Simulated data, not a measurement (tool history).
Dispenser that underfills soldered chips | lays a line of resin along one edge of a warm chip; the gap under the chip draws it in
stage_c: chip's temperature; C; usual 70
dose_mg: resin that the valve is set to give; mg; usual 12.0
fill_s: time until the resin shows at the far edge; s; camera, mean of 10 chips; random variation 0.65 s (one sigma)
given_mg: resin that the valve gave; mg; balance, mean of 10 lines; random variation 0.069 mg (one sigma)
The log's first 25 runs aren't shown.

run 26 hour=128.9 | stage_c=70 dose_mg=14.6 | fill_s=109.2 given_mg=14.09
-- hour=131.4 new syringe of resin
run 27 hour=132.2 | stage_c=70 dose_mg=10.5 | fill_s=62.3 given_mg=10.25
run 28 hour=137.5 | stage_c=70 dose_mg=10.5 | fill_s=78.9 given_mg=10.15
run 29 hour=140.5 | stage_c=70 dose_mg=10.5 | fill_s=88.1 given_mg=10.14
run 30 hour=146.0 | stage_c=76 dose_mg=10.5 | fill_s=89.6 given_mg=10.17
-- hour=149.4 new syringe of resin
run 31 hour=153.3 | stage_c=70 dose_mg=12.0 | fill_s=68.8 given_mg=11.60
run 32 hour=156.3 | stage_c=56 dose_mg=11.2 | fill_s=130.0 given_mg=10.87
run 33 hour=160.1 | stage_c=80 dose_mg=14.0 | fill_s=61.7 given_mg=13.42
-- hour=167.4 new syringe of resin
run 34 hour=167.4 | stage_c=66 dose_mg=11.9 | fill_s=67.5 given_mg=11.37
run 35 hour=172.1 | stage_c=66 dose_mg=11.9 | fill_s=83.3 given_mg=11.39
run 36 hour=176.6 | stage_c=79 dose_mg=10.6 | fill_s=64.4 given_mg=10.20
run 37 hour=182.7 | stage_c=79 dose_mg=10.6 | fill_s=82.4 given_mg=10.13

3 ways to go on from here, each from the tool as it stands after run 37. What would each give?
-- hour=185.5 new syringe of resin
run A hour=188.5 | stage_c=56 dose_mg=13.8 | fill_s=? given_mg=?
-- hour=185.5 new syringe of resin
run B hour=188.5 | stage_c=76 dose_mg=12.6 | fill_s=? given_mg=?
-- hour=185.5 new syringe of resin
run C hour=188.5 | stage_c=72 dose_mg=11.0 | fill_s=? given_mg=?

run=A fill_s=108.2 given_mg=13.25
run=B fill_s=52.0 given_mg=11.97
run=C fill_s=63.6 given_mg=10.44
Without the tool's hidden state the same runs would have given:
run=A fill_s=94.9 given_mg=13.87
run=B fill_s=45.4 given_mg=12.53
run=C fill_s=55.3 given_mg=10.93

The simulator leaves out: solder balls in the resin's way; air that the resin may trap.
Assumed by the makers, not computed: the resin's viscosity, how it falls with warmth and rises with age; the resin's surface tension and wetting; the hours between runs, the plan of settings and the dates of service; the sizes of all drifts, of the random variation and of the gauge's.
